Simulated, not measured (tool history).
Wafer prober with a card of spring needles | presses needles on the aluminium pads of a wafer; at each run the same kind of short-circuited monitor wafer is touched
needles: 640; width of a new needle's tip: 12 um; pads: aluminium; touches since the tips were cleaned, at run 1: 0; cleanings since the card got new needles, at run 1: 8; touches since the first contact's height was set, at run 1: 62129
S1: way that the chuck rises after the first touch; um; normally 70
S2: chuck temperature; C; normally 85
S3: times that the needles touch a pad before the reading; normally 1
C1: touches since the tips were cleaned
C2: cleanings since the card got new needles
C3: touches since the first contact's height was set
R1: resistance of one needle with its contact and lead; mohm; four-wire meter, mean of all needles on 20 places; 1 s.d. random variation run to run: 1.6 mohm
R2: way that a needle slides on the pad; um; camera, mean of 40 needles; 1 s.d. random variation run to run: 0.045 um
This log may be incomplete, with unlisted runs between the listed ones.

run 1 hour=0 | S1=70 S2=85 S3=1 | C1=0 C2=8 C3=62129 | R1=165 R2=10.27
-- hour=12.8 tips cleaned on abrasive film
run 2 hour=16.8 | S1=70 S2=85 S3=1 | C1=2095 C2=9 C3=70929 | R1=230 R2=10.3
-- hour=26.3 tips cleaned on abrasive film
run 3 hour=27.4 | S1=53 S2=85 S3=1 | C1=581 C2=10 C3=76508 | R1=209 R2=7.77
run 4 hour=38.3 | S1=87 S2=85 S3=1 | C1=6290 C2=10 C3=82217 | R1=237 R2=12.75
-- hour=39.3 tips cleaned on abrasive film
run 5 hour=50.5 | S1=70 S2=85 S3=1 | C1=5914 C2=11 C3=88615 | R1=271 R2=10.24
-- hour=52.3 tips cleaned on abrasive film
run 6 hour=58.9 | S1=70 S2=96 S3=1 | C1=3489 C2=12 C3=93030 | R1=255 R2=10.23
-- hour=65.4 tips cleaned on abrasive film
run 7 hour=73.6 | S1=70 S2=96 S3=1 | C1=4328 C2=13 C3=100712 | R1=264 R2=10.17
-- hour=78.7 tips cleaned on abrasive film
run 8 hour=86.2 | S1=75 S2=85 S3=1 | C1=3965 C2=14 C3=107302 | R1=247 R2=11.03
-- hour=92.4 tips cleaned on abrasive film
run 9 hour=100.6 | S1=75 S2=85 S3=1 | C1=4327 C2=15 C3=114832 | R1=256 R2=10.91
-- hour=105.4 tips cleaned on abrasive film
run 10 hour=117.1 | S1=70 S2=85 S3=2 | C1=6163 C2=16 C3=123492 | R1=226 R2=10.15
-- hour=118.2 tips cleaned on abrasive film
-- hour=131.4 tips cleaned on abrasive film
run 11 hour=132.3 | S1=70 S2=85 S3=1 | C1=466 C2=18 C3=131423 | R1=191 R2=10.13
-- hour=144.2 tips cleaned on abrasive film
run 12 hour=144.4 | S1=70 S2=85 S3=1 | C1=96 C2=19 C3=137739 | R1=170 R2=10.08
-- hour=157.8 tips cleaned on abrasive film
run 13 hour=158.1 | S1=70 S2=85 S3=1 | C1=198 C2=20 C3=144965 | R1=174 R2=10.17
-- hour=171.1 tips cleaned on abrasive film
run 14 hour=176.3 | S1=70 S2=85 S3=1 | C1=2739 C2=21 C3=154471 | R1=250 R2=10.1
-- hour=184.5 tips cleaned on abrasive film
run 15 hour=187.8 | S1=70 S2=85 S3=1 | C1=1746 C2=22 C3=160503 | R1=226 R2=10.01
-- hour=198.6 tips cleaned on abrasive film
run 16 hour=202.2 | S1=70 S2=85 S3=1 | C1=1915 C2=23 C3=168053 | R1=232 R2=10.11
-- hour=211.2 tips cleaned on abrasive film
run 17 hour=217.6 | S1=70 S2=85 S3=1 | C1=3338 C2=24 C3=176120 | R1=262 R2=10.05
-- hour=224.4 tips cleaned on abrasive film
run 18 hour=231.8 | S1=58 S2=92 S3=3 | C1=3899 C2=25 C3=183560 | R1=216 R2=8.19
-- hour=237.6 tips cleaned on abrasive film
run 19 hour=240.7 | S1=70 S2=31 S3=1 | C1=1634 C2=26 C3=188211 | R1=237 R2=10.02
-- hour=251.3 tips cleaned on abrasive film
run 20 hour=256.6 | S1=62 S2=96 S3=1 | C1=2821 C2=27 C3=196565 | R1=284 R2=8.82
-- hour=265.1 tips cleaned on abrasive film
run 21 hour=271.7 | S1=79 S2=107 S3=2 | C1=3490 C2=28 C3=204471 | R1=211 R2=11.42
-- hour=278.3 tips cleaned on abrasive film
run 22 hour=282.8 | S1=69 S2=119 S3=2 | C1=2382 C2=29 C3=210287 | R1=214 R2=9.92
-- hour=291.9 tips cleaned on abrasive film
run 23 hour=291.9 | S1=70 S2=113 S3=1 | C1=0 C2=30 C3=215020 | R1=171 R2=9.98
-- hour=304.9 tips cleaned on abrasive film
run 24 hour=307.2 | S1=70 S2=113 S3=1 | C1=1223 C2=31 C3=223051 | R1=227 R2=9.99
-- hour=318.3 tips cleaned on abrasive film
run 25 hour=318.9 | S1=70 S2=113 S3=1 | C1=319 C2=32 C3=229195 | R1=182 R2=9.88
-- hour=332.1 tips cleaned on abrasive film
run 26 hour=335 | S1=80 S2=111 S3=1 | C1=1563 C2=33 C3=237646 | R1=212 R2=11.41
-- hour=343.2 height of the first contact set anew
-- hour=345.8 tips cleaned on abrasive film
run 27 hour=353.6 | S1=63 S2=85 S3=2 | C1=4126 C2=34 C3=5438 | R1=233 R2=9.27
-- hour=359.8 tips cleaned on abrasive film
run 28 hour=371.1 | S1=63 S2=85 S3=2 | C1=5978 C2=35 C3=14633 | R1=244 R2=9.31
-- hour=372.5 tips cleaned on abrasive film
-- hour=386.3 tips cleaned on abrasive film
run 29 hour=389.8 | S1=54 S2=85 S3=1 | C1=1864 C2=37 C3=24401 | R1=274 R2=7.93
-- hour=399.2 tips cleaned on abrasive film
run 30 hour=402.9 | S1=70 S2=85 S3=1 | C1=1968 C2=38 C3=31250 | R1=223 R2=10.32
-- hour=411.9 tips cleaned on abrasive film
run 31 hour=418.6 | S1=77 S2=30 S3=1 | C1=3505 C2=39 C3=39485 | R1=247 R2=11.3
-- hour=424.7 tips cleaned on abrasive film
run 32 hour=432.1 | S1=77 S2=30 S3=1 | C1=3889 C2=40 C3=46546 | R1=257 R2=11.34
-- hour=438.6 tips cleaned on abrasive film
run 33 hour=439.9 | S1=77 S2=30 S3=1 | C1=706 C2=41 C3=50633 | R1=185 R2=11.27

What if the next run were any one of these 3? Each begins from the tool's condition after run 33:
-- hour=452 tips cleaned on abrasive film
run A hour=452.4 | S1=53 S2=85 S3=1 | C1=217 C2=42 C3=57189 | R1=? R2=?
-- hour=452 tips cleaned on abrasive film
run B hour=452.4 | S1=51 S2=53 S3=1 | C1=217 C2=42 C3=57189 | R1=? R2=?
-- hour=452 tips cleaned on abrasive film
run C hour=452.4 | S1=87 S2=34 S3=3 | C1=217 C2=42 C3=57189 | R1=? R2=?

run=A R1=193 R2=7.74
run=B R1=194 R2=7.46
run=C R1=151 R2=12.7
Take away the tool's hidden state, keep each run's random variation, and the runs would have read:
run=A R1=156 R2=7.9
run=B R1=153 R2=7.62
run=C R1=144 R2=12.86
